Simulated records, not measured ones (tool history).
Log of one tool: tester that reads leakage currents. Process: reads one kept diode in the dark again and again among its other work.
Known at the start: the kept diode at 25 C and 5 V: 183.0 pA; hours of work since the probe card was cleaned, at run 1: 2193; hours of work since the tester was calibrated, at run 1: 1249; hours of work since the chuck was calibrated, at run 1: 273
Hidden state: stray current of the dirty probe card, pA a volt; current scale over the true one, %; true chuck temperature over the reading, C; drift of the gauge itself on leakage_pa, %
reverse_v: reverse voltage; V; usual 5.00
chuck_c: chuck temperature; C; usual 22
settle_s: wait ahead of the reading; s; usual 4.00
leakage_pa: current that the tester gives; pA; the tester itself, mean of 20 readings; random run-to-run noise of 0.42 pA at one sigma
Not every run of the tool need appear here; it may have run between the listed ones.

run   hour  reverse_v  chuck_c  settle_s  hours of work since the probe card was cleaned  hours of work since the tester was calibrated  hours of work since the chuck was calibrated  leakage_pa
  1    0.0       5.00       22      4.00                                            2193                                           1249                                           273      141.19
  2   33.3       5.00       22      4.00                                            2218                                           1273                                           297      140.22
  3   68.3       5.00       22      4.00                                            2244                                           1299                                           323      140.09
  4  116.5       5.00       28      4.00                                            2279                                           1334                                           359      233.30
  5  159.1       5.00       28      4.00                                            2311                                           1366                                           390      231.87
  6  203.0       5.00       28      4.00                                            2343                                           1398                                           422      231.07
  7  246.2       5.00       28      4.00                                            2375                                           1430                                           454      230.92
  8  284.6       5.00       28      4.00                                            2403                                           1458                                           482      228.87
  9  315.4       5.00       28      4.00                                            2426                                           1481                                           505      228.41
 10  357.0       5.00       28      4.00                                            2456                                           1512                                           536      227.35
 11  403.2       1.53       20      0.85                                            2490                                           1546                                           570       67.91
 12  431.4       1.53       20      0.85                                            2511                                           1566                                           591       67.64
 13  485.1       1.53       20      0.85                                            2551                                           1606                                           630       67.18
 14  523.3       1.53       20      0.85                                            2579                                           1634                                           658       66.90
     528.1  -- tester calibrated
 15  577.5       1.31       20      0.84                                            2617                                             36                                           697       62.19
 16  616.6       1.32       45      0.84                                            2646                                             65                                           726      527.28
     645.7  -- tester calibrated, once more
 17  652.3       1.00       39      0.98                                            2671                                              5                                           750      291.56
 18  687.8       1.59       34      3.57                                            2697                                             31                                           777      230.34
 19  739.7       7.04       22      0.47                                            2735                                             69                                           815      158.66
 20  797.5       7.04       22      0.47                                            2778                                            112                                           857      156.94

Consider 4 possible next runs. They are alternatives, not a sequence: every one starts from the tool as it was left by run 20. What does each give?
  A  827.4       3.36       57      1.13                                            2800                                            134                                           879           ?
  B  827.4      10.34       29      2.72                                            2800                                            134                                           879           ?
  C  827.4      18.69       31      2.46                                            2800                                            134                                           879           ?
  D  827.4      19.64       38      2.51                                            2800                                            134                                           879           ?

run  leakage_pa
  A     1916.85
  B      328.25
  C      501.07
  D      895.96
With the hidden condition removed and each run's random variation left untouched, the same runs would have given:
run  leakage_pa
  A     2182.79
  B      351.73
  C      526.68
  D      979.38
